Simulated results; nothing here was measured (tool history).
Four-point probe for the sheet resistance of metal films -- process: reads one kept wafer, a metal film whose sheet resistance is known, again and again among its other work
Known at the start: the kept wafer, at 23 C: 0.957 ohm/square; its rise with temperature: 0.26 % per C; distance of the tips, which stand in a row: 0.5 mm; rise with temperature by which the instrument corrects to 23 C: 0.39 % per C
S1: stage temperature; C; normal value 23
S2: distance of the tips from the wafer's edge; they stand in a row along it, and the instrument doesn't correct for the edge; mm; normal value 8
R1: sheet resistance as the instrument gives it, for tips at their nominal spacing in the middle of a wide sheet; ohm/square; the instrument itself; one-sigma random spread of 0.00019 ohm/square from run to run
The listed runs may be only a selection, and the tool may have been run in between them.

run 1 hour=0 | S1=23 S2=8 | R1=0.959263
run 2 hour=111.2 | S1=23 S2=8 | R1=0.958665
run 3 hour=176.9 | S1=23 S2=8 | R1=0.958728
run 4 hour=277.4 | S1=23 S2=8 | R1=0.959043
run 5 hour=332.7 | S1=23 S2=22 | R1=0.957647
run 6 hour=412.4 | S1=23 S2=4 | R1=0.965564
run 7 hour=501.8 | S1=23 S2=4 | R1=0.9655
run 8 hour=577.2 | S1=32 S2=4 | R1=0.954402
run 9 hour=690.5 | S1=25 S2=4 | R1=0.962611
run 10 hour=763 | S1=25 S2=4 | R1=0.962805
run 11 hour=820.7 | S1=23 S2=8 | R1=0.959125
-- hour=880.4 stage's thermometer calibrated
run 12 hour=936.7 | S1=23 S2=8 | R1=0.959071
run 13 hour=1008.8 | S1=30 S2=14 | R1=0.949848

Run 14 has not been measured yet. What should we expect?
run 14 hour=1060.9 | S1=25 S2=44 | R1=?

Run 14 came out at R1 0.955132 ohm/square.
On a tool with no hidden condition, and with the same random variation, this run would have come out at R1 0.954905 ohm/square.
